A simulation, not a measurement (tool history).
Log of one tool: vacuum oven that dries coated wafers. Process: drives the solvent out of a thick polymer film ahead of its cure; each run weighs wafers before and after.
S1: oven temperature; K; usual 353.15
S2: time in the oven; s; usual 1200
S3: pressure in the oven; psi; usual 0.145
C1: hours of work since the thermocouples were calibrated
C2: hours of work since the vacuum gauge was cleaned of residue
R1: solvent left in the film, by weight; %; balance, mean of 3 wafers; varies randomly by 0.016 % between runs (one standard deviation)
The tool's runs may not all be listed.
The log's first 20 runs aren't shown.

{"run": 21, "hour": 762.7, "S1": 363.15, "S2": 1200, "S3": 0.145, "C1": 589, "C2": 842, "R1": 0.5}
{"run": 22, "hour": 801.6, "S1": 363.15, "S2": 1020, "S3": 0.212, "C1": 619, "C2": 872, "R1": 0.74}
{"run": 23, "hour": 830.0, "S1": 343.15, "S2": 780, "S3": 0.484, "C1": 642, "C2": 895, "R1": 8.67}
{"run": 24, "hour": 883.0, "S1": 357.15, "S2": 840, "S3": 0.148, "C1": 683, "C2": 936, "R1": 1.86}
{"run": 25, "hour": 936.8, "S1": 362.15, "S2": 660, "S3": 0.074, "C1": 726, "C2": 978, "R1": 1.39}
{"run": 26, "hour": 980.6, "S1": 349.15, "S2": 1200, "S3": 0.145, "C1": 760, "C2": 1013, "R1": 2.55}
{"run": 27, "hour": 1029.1, "S1": 344.15, "S2": 1620, "S3": 0.406, "C1": 798, "C2": 1051, "R1": 3.79}
{"run": 28, "hour": 1080.0, "S1": 344.15, "S2": 1620, "S3": 0.406, "C1": 838, "C2": 1091, "R1": 3.79}
{"run": 29, "hour": 1121.9, "S1": 343.15, "S2": 1200, "S3": 0.09, "C1": 871, "C2": 1124, "R1": 4.5}
{"hour": 1149.5, "done": "oven's thermocouples calibrated"}
{"run": 30, "hour": 1169.8, "S1": 339.15, "S2": 720, "S3": 0.145, "C1": 16, "C2": 1160, "R1": 10.52}
{"run": 31, "hour": 1199.3, "S1": 339.15, "S2": 720, "S3": 0.145, "C1": 39, "C2": 1183, "R1": 10.56}
{"run": 32, "hour": 1248.8, "S1": 345.15, "S2": 780, "S3": 0.078, "C1": 78, "C2": 1222, "R1": 6.94}
{"run": 33, "hour": 1279.7, "S1": 339.15, "S2": 600, "S3": 0.413, "C1": 102, "C2": 1246, "R1": 12.32}
{"run": 34, "hour": 1318.1, "S1": 339.15, "S2": 660, "S3": 0.413, "C1": 133, "C2": 1277, "R1": 11.79}
{"run": 35, "hour": 1363.4, "S1": 339.15, "S2": 660, "S3": 0.413, "C1": 168, "C2": 1312, "R1": 11.76}
{"run": 36, "hour": 1396.1, "S1": 366.15, "S2": 1200, "S3": 0.145, "C1": 194, "C2": 1338, "R1": 0.46}
{"run": 37, "hour": 1426.1, "S1": 366.15, "S2": 1200, "S3": 0.145, "C1": 217, "C2": 1362, "R1": 0.44}
{"run": 38, "hour": 1457.0, "S1": 349.15, "S2": 600, "S3": 0.145, "C1": 242, "C2": 1386, "R1": 7.03}
{"run": 39, "hour": 1499.2, "S1": 349.15, "S2": 1080, "S3": 0.145, "C1": 275, "C2": 1419, "R1": 3.39}
{"run": 40, "hour": 1535.5, "S1": 349.15, "S2": 1200, "S3": 0.165, "C1": 303, "C2": 1448, "R1": 2.95}
{"run": 41, "hour": 1588.0, "S1": 353.15, "S2": 660, "S3": 0.145, "C1": 345, "C2": 1489, "R1": 4.58}

Below are 4 alternative next runs, each starting from the tool's condition after run 41. Predict each:
{"run": "A", "hour": 1616.4, "S1": 356.15, "S2": 1560, "S3": 0.294, "C1": 367, "C2": 1511, "R1": "?"}
{"run": "B", "hour": 1616.4, "S1": 353.15, "S2": 1200, "S3": 0.107, "C1": 367, "C2": 1511, "R1": "?"}
{"run": "C", "hour": 1616.4, "S1": 356.15, "S2": 1200, "S3": 0.145, "C1": 367, "C2": 1511, "R1": "?"}
{"run": "D", "hour": 1616.4, "S1": 364.15, "S2": 1260, "S3": 0.12, "C1": 367, "C2": 1511, "R1": "?"}

run=A R1=1.24
run=B R1=1.68
run=C R1=1.23
run=D R1=0.45
The same runs, with their run-to-run variation unchanged, on a tool lacking any hidden condition would have given:
run=A R1=1.1
run=B R1=1.6
run=C R1=1.13
run=D R1=0.31
